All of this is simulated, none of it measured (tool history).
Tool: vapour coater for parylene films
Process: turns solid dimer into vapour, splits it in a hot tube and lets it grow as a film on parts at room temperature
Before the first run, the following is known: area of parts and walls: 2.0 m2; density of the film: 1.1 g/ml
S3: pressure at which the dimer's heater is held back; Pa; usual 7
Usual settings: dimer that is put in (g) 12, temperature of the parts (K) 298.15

{"run": 1, "hour": 0.0, "dimer that is put in (g)": 12, "temperature of the parts (K)": 298.15, "S3": 7, "thickness of the film (µm)": 2.58}
{"run": 2, "hour": 43.2, "dimer that is put in (g)": 12, "temperature of the parts (K)": 298.15, "S3": 7, "thickness of the film (µm)": 2.6}
{"run": 3, "hour": 74.5, "dimer that is put in (g)": 12, "temperature of the parts (K)": 298.15, "S3": 7, "thickness of the film (µm)": 2.58}
{"run": 4, "hour": 122.9, "dimer that is put in (g)": 12, "temperature of the parts (K)": 300.15, "S3": 7, "thickness of the film (µm)": 2.41}
{"run": 5, "hour": 168.3, "dimer that is put in (g)": 7, "temperature of the parts (K)": 298.15, "S3": 7, "thickness of the film (µm)": 1.5}
{"run": 6, "hour": 220.6, "dimer that is put in (g)": 19, "temperature of the parts (K)": 298.15, "S3": 7, "thickness of the film (µm)": 4.09}
{"run": 7, "hour": 257.1, "dimer that is put in (g)": 19, "temperature of the parts (K)": 298.15, "S3": 7, "thickness of the film (µm)": 4.1}
{"run": 8, "hour": 295.2, "dimer that is put in (g)": 12, "temperature of the parts (K)": 298.15, "S3": 3.58, "thickness of the film (µm)": 3.01}
{"run": 9, "hour": 323.4, "dimer that is put in (g)": 12, "temperature of the parts (K)": 298.15, "S3": 3.58, "thickness of the film (µm)": 3}
{"run": 10, "hour": 363.3, "dimer that is put in (g)": 12, "temperature of the parts (K)": 298.15, "S3": 7, "thickness of the film (µm)": 2.59}
{"hour": 392.1, "done": "trap's valve overhauled"}
{"run": 11, "hour": 418.2, "dimer that is put in (g)": 12, "temperature of the parts (K)": 298.15, "S3": 7, "thickness of the film (µm)": 2.58}
{"run": 12, "hour": 448.4, "dimer that is put in (g)": 12, "temperature of the parts (K)": 298.15, "S3": 7, "thickness of the film (µm)": 2.6}
{"run": 13, "hour": 503.8, "dimer that is put in (g)": 7, "temperature of the parts (K)": 298.15, "S3": 9.19, "thickness of the film (µm)": 1.42}
{"run": 14, "hour": 539.9, "dimer that is put in (g)": 7, "temperature of the parts (K)": 294.15, "S3": 11.06, "thickness of the film (µm)": 1.53}
{"run": 15, "hour": 588.8, "dimer that is put in (g)": 12, "temperature of the parts (K)": 298.15, "S3": 2.63, "thickness of the film (µm)": 3.22}
{"run": 16, "hour": 625.0, "dimer that is put in (g)": 8, "temperature of the parts (K)": 296.15, "S3": 2.57, "thickness of the film (µm)": 2.31}
{"run": 17, "hour": 672.6, "dimer that is put in (g)": 8, "temperature of the parts (K)": 296.15, "S3": 2.57, "thickness of the film (µm)": 2.29}
{"run": 18, "hour": 714.5, "dimer that is put in (g)": 8, "temperature of the parts (K)": 294.15, "S3": 2.21, "thickness of the film (µm)": 2.54}
{"run": 19, "hour": 764.2, "dimer that is put in (g)": 9, "temperature of the parts (K)": 292.15, "S3": 3.02, "thickness of the film (µm)": 2.84}
{"run": 20, "hour": 801.9, "dimer that is put in (g)": 8, "temperature of the parts (K)": 307.15, "S3": 7, "thickness of the film (µm)": 1.3}

Run 21, settings as shown, results not yet in. Your forecast:
{"run": 21, "hour": 835.0, "dimer that is put in (g)": 8, "temperature of the parts (K)": 307.15, "S3": 7, "thickness of the film (µm)": "?"}

Logged for run 21: thickness of the film (µm) 1.31.
Were there no unlogged condition in the tool, this run, its random variation unchanged, would have produced thickness of the film (µm) 1.31.
